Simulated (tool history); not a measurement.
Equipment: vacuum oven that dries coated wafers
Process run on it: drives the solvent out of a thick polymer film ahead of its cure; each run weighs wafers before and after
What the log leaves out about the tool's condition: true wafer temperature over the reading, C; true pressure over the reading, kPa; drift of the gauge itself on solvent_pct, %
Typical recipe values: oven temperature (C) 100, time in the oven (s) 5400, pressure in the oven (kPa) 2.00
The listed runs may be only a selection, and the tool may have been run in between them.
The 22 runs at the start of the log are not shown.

run	hour	oven temperature (C)	time in the oven (s)	pressure in the oven (kPa)	hours of work since the thermocouples were calibrated	hours of work since the vacuum gauge was cleaned of residue	solvent left in the film (%)
23	296.8	110	3180	1.02	701	220	1.069
24	309.8	110	6480	1.46	709	228	0.574
25	321.5	110	6480	1.46	717	236	0.575
26	338.3	100	8100	3.99	727	246	2.217
27	348.3	100	8100	3.99	733	252	2.219
28	367.4	109	4380	3.99	745	264	1.763
29	382.4	110	4500	3.69	755	274	1.532
30	395.5	95	5220	1.08	763	282	2.335
31	413.9	95	5220	1.08	775	293	2.333

The next listed run, before its measurement:
32	431.8	100	5580	3.91	786	305	?

Run 32 gave solvent left in the film (%) 2.630.
Without the tool's hidden state the same run would have given solvent left in the film (%) 2.799.
